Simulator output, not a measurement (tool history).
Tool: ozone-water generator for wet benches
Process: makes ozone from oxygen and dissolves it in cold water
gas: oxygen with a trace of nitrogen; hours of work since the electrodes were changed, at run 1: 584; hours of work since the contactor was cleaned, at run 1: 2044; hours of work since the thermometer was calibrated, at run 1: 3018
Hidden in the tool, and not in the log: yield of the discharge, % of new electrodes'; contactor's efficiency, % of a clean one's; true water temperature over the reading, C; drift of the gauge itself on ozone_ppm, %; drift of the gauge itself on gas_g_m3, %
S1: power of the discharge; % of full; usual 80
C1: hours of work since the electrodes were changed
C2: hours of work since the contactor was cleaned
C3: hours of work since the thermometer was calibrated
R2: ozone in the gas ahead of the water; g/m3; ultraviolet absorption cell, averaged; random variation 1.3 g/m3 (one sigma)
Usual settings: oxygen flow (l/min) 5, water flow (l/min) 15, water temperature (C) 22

Run 1, hour 0: usual settings; C1 584; C2 2044; C3 3018. Result: dissolved ozone (ppm) 22.8, R2 231.6 g/m3.
Run 2, hour 27.3: usual settings; C1 604; C2 2065; C3 3038. Result: dissolved ozone (ppm) 22.6, R2 231.7 g/m3.
Run 3, hour 68.6: usual settings but S1 51 % of full; C1 635; C2 2095; C3 3069. Result: dissolved ozone (ppm) 14.8, R2 150.8 g/m3.
Run 4, hour 90.3: usual settings but S1 51 % of full; C1 651; C2 2112; C3 3085. Result: dissolved ozone (ppm) 14.8, R2 152.4 g/m3.
Run 5, hour 114.3: usual settings but S1 51 % of full; C1 669; C2 2129; C3 3103. Result: dissolved ozone (ppm) 14.6, R2 151.1 g/m3.
Run 6, hour 140.8: usual settings but S1 51 % of full; C1 689; C2 2149; C3 3123. Result: dissolved ozone (ppm) 14.8, R2 152.2 g/m3.
Run 7, hour 161.7: usual settings but S1 51 % of full; C1 704; C2 2165; C3 3138. Result: dissolved ozone (ppm) 14.7, R2 150.8 g/m3.
Run 8, hour 206.1: usual settings but S1 58 % of full; C1 737; C2 2198; C3 3171. Result: dissolved ozone (ppm) 16.7, R2 170.7 g/m3.
Run 9, hour 243.8: usual settings but water temperature (C) 14; C1 765; C2 2226; C3 3199. Result: dissolved ozone (ppm) 25.3, R2 228.5 g/m3.
Run 10, hour 284: usual settings; C1 795; C2 2256; C3 3229. Result: dissolved ozone (ppm) 22.3, R2 229 g/m3.
Run 11, hour 319.5: usual settings; C1 822; C2 2282; C3 3256. Result: dissolved ozone (ppm) 22.9, R2 228.5 g/m3.
Run 12, hour 355.7: usual settings but S1 60 % of full; C1 849; C2 2309; C3 3282. Result: dissolved ozone (ppm) 16.9, R2 174 g/m3.
Run 13, hour 378.4: usual settings but S1 60 % of full; C1 866; C2 2326; C3 3299. Result: dissolved ozone (ppm) 17.2, R2 174.1 g/m3.
Run 14, hour 420.8: usual settings but S1 45 % of full; C1 897; C2 2357; C3 3331. Result: dissolved ozone (ppm) 13.3, R2 132 g/m3.
Run 15, hour 444.9: usual settings but oxygen flow (l/min) 3.97; C1 915; C2 2375; C3 3349. Result: dissolved ozone (ppm) 21.6, R2 246.7 g/m3.
Run 16, hour 484.7: usual settings but water temperature (C) 23; C1 945; C2 2405; C3 3378. Result: dissolved ozone (ppm) 21.9, R2 225.6 g/m3.
At hour 501.1: gauge calibrated.
Run 17, hour 512.4: usual settings but water temperature (C) 23; C1 965; C2 2425; C3 3399. Result: dissolved ozone (ppm) 22.3, R2 231.3 g/m3.
Run 18, hour 537.7: usual settings but S1 75 % of full, oxygen flow (l/min) 5.4; C1 984; C2 2444; C3 3418. Result: dissolved ozone (ppm) 21.4, R2 212.2 g/m3.
Run 19, hour 560.5: usual settings but S1 75 % of full, oxygen flow (l/min) 5.4; C1 1001; C2 2461; C3 3435. Result: dissolved ozone (ppm) 21.2, R2 210.6 g/m3.
Run 20, hour 589.7: usual settings but S1 75 % of full, oxygen flow (l/min) 5.4; C1 1023; C2 2483; C3 3456. Result: dissolved ozone (ppm) 21.1, R2 212.1 g/m3.
Run 21, hour 609.5: usual settings but S1 75 % of full, oxygen flow (l/min) 5.4; C1 1037; C2 2498; C3 3471. Result: dissolved ozone (ppm) 21.3, R2 212.2 g/m3.
At hour 632.8: contactor cleaned.
Run 22, hour 646.1: usual settings but S1 75 % of full, oxygen flow (l/min) 5.4; C1 1062; C2 10; C3 3495. Result: dissolved ozone (ppm) 21.4, R2 210.1 g/m3.
Run 23, hour 683.7: usual settings but S1 75 % of full, oxygen flow (l/min) 5.4, water temperature (C) 27; C1 1090; C2 38; C3 3523. Result: dissolved ozone (ppm) 19.3, R2 210.8 g/m3.
Run 24, hour 714.2: usual settings but S1 75 % of full, oxygen flow (l/min) 5.4, water temperature (C) 27; C1 1112; C2 61; C3 3546. Result: dissolved ozone (ppm) 19.4, R2 210.5 g/m3.
Run 25, hour 741.7: usual settings but S1 63 % of full, oxygen flow (l/min) 3.09, water flow (l/min) 16, water temperature (C) 19; C1 1133; C2 81; C3 3567. Result: dissolved ozone (ppm) 16.3, R2 215.6 g/m3.
Run 26, hour 776.4: usual settings but oxygen flow (l/min) 3.55, water flow (l/min) 21; C1 1159; C2 107; C3 3592. Result: dissolved ozone (ppm) 15.3, R2 256.1 g/m3.
Run 27, hour 801.8: usual settings but oxygen flow (l/min) 3.55, water flow (l/min) 21; C1 1177; C2 126; C3 3611. Result: dissolved ozone (ppm) 14.8, R2 258.2 g/m3.
Run 28, hour 821.4: usual settings but oxygen flow (l/min) 3.55; C1 1192; C2 140; C3 3626. Result: dissolved ozone (ppm) 21.5, R2 258.4 g/m3.
Run 29, hour 851.1: usual settings but S1 54 % of full, oxygen flow (l/min) 5.88, water temperature (C) 15; C1 1214; C2 162; C3 3648. Result: dissolved ozone (ppm) 17.9, R2 149.3 g/m3.
Run 30, hour 880.7: usual settings but S1 73 % of full, water temperature (C) 30; C1 1236; C2 184; C3 3670. Result: dissolved ozone (ppm) 18, R2 208 g/m3.
Run 31, hour 921.4: usual settings but S1 73 % of full, water flow (l/min) 18, water temperature (C) 17; C1 1266; C2 215; C3 3700. Result: dissolved ozone (ppm) 18.9, R2 208.3 g/m3.
Run 32, hour 954.4: usual settings but S1 55 % of full, oxygen flow (l/min) 3.28; C1 1291; C2 239; C3 3725. Result: dissolved ozone (ppm) 15, R2 184.9 g/m3.
Run 33, hour 974.3: usual settings but oxygen flow (l/min) 2.97, water temperature (C) 19; C1 1306; C2 254; C3 3739. Result: dissolved ozone (ppm) 21.3, R2 271.4 g/m3.

How the hidden state differs across the entries between the runs, from the last listed run before each to the first after it:
Between runs 16 and 17: gauge calibrated (hour 501.1)
  drift of the gauge itself on gas_g_m3, %: -2.88 -> -0.07
  measured less the result without the state, R2: -6.8 -> -0.2 g/m3
Between runs 21 and 22: contactor cleaned (hour 632.8)
  contactor's efficiency, % of a clean one's: 99.8 -> 100; drift of the gauge itself on gas_g_m3, %: -0.64 -> -0.84
  measured less the result without the state, R2: -1.4 -> -1.8 g/m3
